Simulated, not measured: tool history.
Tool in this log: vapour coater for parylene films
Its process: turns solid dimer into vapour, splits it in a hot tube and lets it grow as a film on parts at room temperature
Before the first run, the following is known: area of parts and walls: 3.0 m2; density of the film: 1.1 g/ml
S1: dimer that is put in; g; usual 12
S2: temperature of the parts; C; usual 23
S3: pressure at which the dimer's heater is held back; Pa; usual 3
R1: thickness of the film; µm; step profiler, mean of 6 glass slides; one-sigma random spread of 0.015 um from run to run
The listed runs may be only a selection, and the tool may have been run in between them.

run   hour  S1  S2    S3    R1
  1      0  12  23     3  2.61
  2   15.5  12  23     3  2.61
  3   34.6  11  23     3  2.38
  4   44.8  10  23     3  2.18
  5   55.4  10  23     3  2.15
  6   74.4  10  23     3  2.19
  7   98.1  10  23     3  2.15
  8  117.9  21  15     3  5.86
  9  140.6  12  23   2.2  2.65
 10  158.9  12  23   2.2  2.64
 11  172.2   6  23  4.01  1.24
 12  189.1   6  23  4.01  1.24
 13  200.2   9  24   6.5  1.67

4 options for the next run, each taken on its own from the tool as it stands now. Forecast them:
  A  218.2  16  21    6.5   ?
  B  218.2  21  23      3   ?
  C  218.2  11  24  10.21   ?
  D  218.2   6  16   4.03   ?

run    R1
  A  3.39
  B  4.41
  C  1.94
  D  1.66
Take away the tool's hidden state, keep each run's random variation, and the runs would have read:
run    R1
  A  3.59
  B  4.67
  C  2.05
  D  1.78
